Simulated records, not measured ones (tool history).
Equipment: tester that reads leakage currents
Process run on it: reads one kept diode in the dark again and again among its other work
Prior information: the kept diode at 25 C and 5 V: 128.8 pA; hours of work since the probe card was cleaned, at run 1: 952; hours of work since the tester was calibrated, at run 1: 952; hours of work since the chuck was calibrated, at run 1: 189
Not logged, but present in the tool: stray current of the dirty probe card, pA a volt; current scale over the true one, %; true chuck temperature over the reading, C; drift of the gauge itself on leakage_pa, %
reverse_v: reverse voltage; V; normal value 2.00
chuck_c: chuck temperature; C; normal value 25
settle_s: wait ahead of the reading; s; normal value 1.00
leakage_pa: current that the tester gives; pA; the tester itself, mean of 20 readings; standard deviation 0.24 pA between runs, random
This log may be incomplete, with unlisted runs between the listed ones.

| run | hour | reverse_v | chuck_c | settle_s | hours of work since the probe card was cleaned | hours of work since the tester was calibrated | hours of work since the chuck was calibrated | leakage_pa |
|---|---|---|---|---|---|---|---|---|
| 1 | 0.0 | 2.00 | 25 | 1.00 | 952 | 952 | 189 | 78.75 |
| 2 | 48.9 | 2.00 | 25 | 1.00 | 981 | 981 | 218 | 79.22 |
| 3 | 108.3 | 2.00 | 25 | 1.00 | 1017 | 1017 | 254 | 79.62 |
| 4 | 197.4 | 2.00 | 25 | 1.00 | 1070 | 1070 | 307 | 80.04 |
| 5 | 272.4 | 2.00 | 25 | 0.74 | 1115 | 1115 | 352 | 81.16 |
| 6 | 313.9 | 2.00 | 25 | 0.74 | 1140 | 1140 | 377 | 81.59 |
| 7 | 379.7 | 2.00 | 25 | 0.74 | 1179 | 1179 | 416 | 81.64 |
| 8 | 437.6 | 2.00 | 25 | 0.74 | 1214 | 1214 | 451 | 81.77 |
|  | 445.1 | tester calibrated |
| 9 | 516.3 | 16.76 | 25 | 1.00 | 1259 | 43 | 496 | 280.28 |
| 10 | 598.6 | 16.76 | 25 | 1.00 | 1309 | 92 | 546 | 282.12 |
| 11 | 655.4 | 16.76 | 25 | 1.00 | 1343 | 126 | 580 | 283.10 |
| 12 | 692.7 | 2.00 | 25 | 2.80 | 1365 | 148 | 602 | 82.21 |
| 13 | 750.9 | 2.00 | 25 | 2.80 | 1400 | 183 | 637 | 82.75 |
| 14 | 788.4 | 2.00 | 22 | 2.80 | 1422 | 205 | 659 | 64.39 |
| 15 | 832.8 | 3.15 | 53 | 3.58 | 1449 | 232 | 686 | 901.47 |
|  | 889.4 | chuck's temperature calibrated |
| 16 | 895.7 | 10.26 | 28 | 3.58 | 1485 | 268 | 4 | 254.19 |
|  | 932.8 | tester calibrated, once more |
| 17 | 971.8 | 1.89 | 25 | 1.00 | 1529 | 23 | 48 | 76.58 |
| 18 | 1044.0 | 8.28 | 25 | 6.33 | 1573 | 67 | 91 | 178.68 |
| 19 | 1111.4 | 5.14 | 44 | 5.87 | 1613 | 107 | 132 | 603.67 |
| 20 | 1169.2 | 2.00 | 31 | 0.41 | 1647 | 141 | 166 | 131.78 |
| 21 | 1216.9 | 1.07 | 24 | 1.01 | 1676 | 170 | 195 | 51.89 |
| 22 | 1273.7 | 4.44 | 22 | 1.63 | 1710 | 204 | 229 | 99.87 |
| 23 | 1326.1 | 1.97 | 25 | 8.18 | 1741 | 235 | 260 | 79.97 |
| 24 | 1385.0 | 6.10 | 34 | 0.42 | 1776 | 270 | 295 | 321.14 |
| 25 | 1457.9 | 6.10 | 34 | 0.42 | 1820 | 314 | 339 | 321.43 |

What if the next run were any one of these 4? Each begins from the tool's condition after run 25:
| A | 1514.1 | 1.24 | 25 | 1.00 | 1854 | 348 | 372 | ? |
| B | 1514.1 | 2.00 | 26 | 3.70 | 1854 | 348 | 372 | ? |
| C | 1514.1 | 1.68 | 25 | 1.18 | 1854 | 348 | 372 | ? |
| D | 1514.1 | 6.10 | 34 | 4.60 | 1854 | 348 | 372 | ? |

| run | leakage_pa |
|---|---|
| A | 62.43 |
| B | 88.34 |
| C | 74.20 |
| D | 316.08 |
Without the tool's hidden state the same runs would have given:
| run | leakage_pa |
|---|---|
| A | 58.92 |
| B | 83.26 |
| C | 69.92 |
| D | 299.18 |
